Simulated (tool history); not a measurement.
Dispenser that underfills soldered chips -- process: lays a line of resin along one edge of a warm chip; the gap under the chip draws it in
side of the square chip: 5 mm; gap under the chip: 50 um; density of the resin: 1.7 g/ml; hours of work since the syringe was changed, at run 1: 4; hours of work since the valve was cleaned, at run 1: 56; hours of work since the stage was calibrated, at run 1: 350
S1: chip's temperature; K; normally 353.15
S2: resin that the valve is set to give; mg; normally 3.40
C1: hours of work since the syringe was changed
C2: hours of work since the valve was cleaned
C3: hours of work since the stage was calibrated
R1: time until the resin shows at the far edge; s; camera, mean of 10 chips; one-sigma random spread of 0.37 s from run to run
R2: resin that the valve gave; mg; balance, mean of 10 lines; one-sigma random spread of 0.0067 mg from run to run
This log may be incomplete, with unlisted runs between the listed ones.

run,hour,S1,S2,C1,C2,C3,R1,R2
1,0.0,353.15,3.40,4,56,350,23.1,3.285
2,5.7,353.15,3.40,8,60,355,29.3,3.290
# hour 6.8: new syringe of resin
3,13.2,353.15,3.40,5,65,360,25.1,3.289
# hour 18.9: new syringe of resin
4,19.5,353.15,3.40,1,70,365,19.0,3.278
5,24.7,353.15,3.40,4,74,369,23.8,3.277
# hour 30.8: new syringe of resin
# hour 32.6: dispensing valve cleaned and set on the balance
6,37.1,358.15,3.40,4,3,377,18.4,3.417
7,42.7,358.15,3.40,8,8,382,24.2,3.390
# hour 43.7: new syringe of resin
8,48.2,367.15,3.92,3,12,386,12.0,3.907
9,53.0,344.15,4.14,7,15,389,41.2,4.106
# hour 56.0: new syringe of resin
10,62.0,353.15,4.31,5,22,396,22.7,4.256
# hour 67.9: new syringe of resin
11,71.5,359.15,3.20,3,29,403,15.2,3.149
# hour 80.1: new syringe of resin
12,82.8,342.15,3.40,2,38,411,34.5,3.342
# hour 92.1: new syringe of resin
13,93.2,364.15,4.16,1,45,419,11.3,4.058

Describe how what the log doesn't record of the tool's condition differs between the last listed run preceding each entry between runs and the first listed run following it.
Logged between run 2 and run 3: new syringe of resin (hour 6.8)
  resin's viscosity, % of fresh resin's: 157.5 -> 133.3; dose that the valve gives, % of what is set: 96.88 -> 96.58; true chip temperature over the reading, C: 2.78 -> 2.82
  measured less the result without the state, R1: +8.1 -> +3.7 s; R2: -0.106 -> -0.117 mg
Logged between run 3 and run 4: new syringe of resin (hour 18.9)
  resin's viscosity, % of fresh resin's: 133.3 -> 103.2; dose that the valve gives, % of what is set: 96.58 -> 96.34; true chip temperature over the reading, C: 2.82 -> 2.85
  measured less the result without the state, R1: +3.7 -> -2.0 s; R2: -0.117 -> -0.124 mg
Logged between run 5 and run 6: new syringe of resin (hour 30.8); dispensing valve cleaned and set on the balance (hour 32.6)
  resin's viscosity, % of fresh resin's: 128.7 -> 127.1; dose that the valve gives, % of what is set: 96.13 -> 100.1; true chip temperature over the reading, C: 2.87 -> 2.92
  measured less the result without the state, R1: +2.7 -> +1.8 s; R2: -0.132 -> +0.003 mg
Logged between run 7 and run 8: new syringe of resin (hour 43.7)
  resin's viscosity, % of fresh resin's: 161.9 -> 122.2; dose that the valve gives, % of what is set: 99.84 -> 99.6; true chip temperature over the reading, C: 2.95 -> 2.98
  measured less the result without the state, R1: +7.0 -> +0.8 s; R2: -0.005 -> -0.016 mg
Logged between run 9 and run 10: new syringe of resin (hour 56.0)
  resin's viscosity, % of fresh resin's: 150 -> 129.4; dose that the valve gives, % of what is set: 99.38 -> 98.97; true chip temperature over the reading, C: 3 -> 3.05
  measured less the result without the state, R1: +9.2 -> +2.5 s; R2: -0.026 -> -0.044 mg
Logged between run 10 and run 11: new syringe of resin (hour 67.9)
  resin's viscosity, % of fresh resin's: 129.4 -> 116.6; dose that the valve gives, % of what is set: 98.97 -> 98.58; true chip temperature over the reading, C: 3.05 -> 3.1
  measured less the result without the state, R1: +2.5 -> +0.2 s; R2: -0.044 -> -0.046 mg
Logged between run 11 and run 12: new syringe of resin (hour 80.1)
  resin's viscosity, % of fresh resin's: 116.6 -> 111; dose that the valve gives, % of what is set: 98.58 -> 98.08; true chip temperature over the reading, C: 3.1 -> 3.16
  measured less the result without the state, R1: +0.2 -> -1.8 s; R2: -0.046 -> -0.066 mg
Logged between run 12 and run 13: new syringe of resin (hour 92.1)
  resin's viscosity, % of fresh resin's: 111 -> 103.8; dose that the valve gives, % of what is set: 98.08 -> 97.63; true chip temperature over the reading, C: 3.16 -> 3.22
  measured less the result without the state, R1: -1.8 -> -1.2 s; R2: -0.066 -> -0.098 mg
